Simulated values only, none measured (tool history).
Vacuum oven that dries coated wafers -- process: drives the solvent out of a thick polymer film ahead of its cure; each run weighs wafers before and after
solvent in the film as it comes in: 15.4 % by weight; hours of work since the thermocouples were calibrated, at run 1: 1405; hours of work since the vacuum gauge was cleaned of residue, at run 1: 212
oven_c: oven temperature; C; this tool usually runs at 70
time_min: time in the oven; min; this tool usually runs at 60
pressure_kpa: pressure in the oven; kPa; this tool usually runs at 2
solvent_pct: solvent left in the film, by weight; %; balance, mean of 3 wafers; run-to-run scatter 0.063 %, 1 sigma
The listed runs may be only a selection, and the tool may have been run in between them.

run	hour	oven_c	time_min	pressure_kpa	hours of work since the thermocouples were calibrated	hours of work since the vacuum gauge was cleaned of residue	solvent_pct
1	0	70	60	2	1405	212	4.54
2	62.6	70	60	4.14	1445	251	6.76
3	168.6	70	60	4.14	1512	319	6.93
# hour 187: oven's thermocouples calibrated
4	221.2	70	60	4.14	22	351	6.02
5	301	70	60	4.14	72	401	6.02
6	400.8	70	30	2	136	465	6.39
7	451.5	70	72	2	168	497	3.45
8	528.5	70	72	2	217	546	3.5
9	587	70	72	2	254	583	3.58
10	667.8	70	72	2	305	634	3.46
11	785.5	70	91	2	380	709	3.06
12	877.1	70	60	2	438	767	4.09
13	945.8	70	60	2	482	811	4.2
14	1040.4	70	60	2	542	871	3.98
15	1105.3	70	60	2	583	912	4.15
16	1192.6	70	60	2	638	967	4.21
17	1259.8	70	60	2	681	1010	4.41
18	1321.1	70	60	2	720	1049	4.23
19	1427.1	79	60	2	787	1116	2
# hour 1439.2: vacuum gauge cleaned of residue and calibrated
20	1485.6	70	53	1.69	823	29	4.59

The next listed run, before its measurement:
21	1579.3	84	104	1.94	883	89	?

solvent_pct: 1.38 %
With the hidden condition absent and the run-to-run variation left alone, this run would have shown solvent_pct 1.18 %.
